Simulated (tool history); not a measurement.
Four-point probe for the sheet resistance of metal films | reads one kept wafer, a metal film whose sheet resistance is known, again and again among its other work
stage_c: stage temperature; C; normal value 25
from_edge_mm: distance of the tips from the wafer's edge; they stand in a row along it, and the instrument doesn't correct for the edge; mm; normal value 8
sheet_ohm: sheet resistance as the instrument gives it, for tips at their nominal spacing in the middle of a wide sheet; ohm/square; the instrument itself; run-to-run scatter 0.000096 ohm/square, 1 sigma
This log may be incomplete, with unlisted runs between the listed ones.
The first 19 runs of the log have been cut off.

run	hour	stage_c	from_edge_mm	touches since the probe head was changed	hours of work since the stage's thermometer was calibrated	sheet_ohm
20	471.1	25	8	87714	421	0.472884
21	491.9	25	8	88509	430	0.47286
22	525.4	25	50	89789	445	0.471758
23	546.4	19	18	90592	454	0.472522
24	581.1	19	19	91918	470	0.47242
25	603	19	19	92755	479	0.472404
26	622.1	19	19	93486	488	0.472136
27	638.9	19	19	94129	495	0.472288
28	659.2	24	13	94904	504	0.471989
29	689.2	24	13	96052	518	0.471936
30	713	20	10	96960	528	0.472506
31	727.8	31	62	97528	535	0.47087
32	757.5	30	8	98664	548	0.472059
33	774.5	30	8	99314	555	0.471753
34	802.2	27	19	100372	568	0.471206
35	817.3	27	19	100950	574	0.470932
36	835.2	31	58	101633	582	0.470549
37	856.7	23	21	102457	592	0.471493
38	873.6	25	4	103103	599	0.474824
39	892.1	23	11	103809	607	0.471339
40	913	19	8	104610	617	0.472526
41	929	19	58	105219	624	0.471399
42	947.4	23	28	105923	632	0.470964
43	976.2	23	28	107025	645	0.470965
44	997.2	23	28	107828	654	0.470975

Each row is a separate what-if for the run after 44, all from the same tool condition, not one after another. Results?
A	1029.2	19	41	109050	668	?
B	1029.2	29	64	109050	668	?
C	1029.2	18	28	109050	668	?
D	1029.2	24	9	109050	668	?
E	1029.2	31	24	109050	668	?

run	sheet_ohm
A	0.471117
B	0.470203
C	0.471447
D	0.471598
E	0.470355
What these runs would have given with no unlogged condition in the tool:
run	sheet_ohm
A	0.479118
B	0.478204
C	0.479452
D	0.479614
E	0.478361
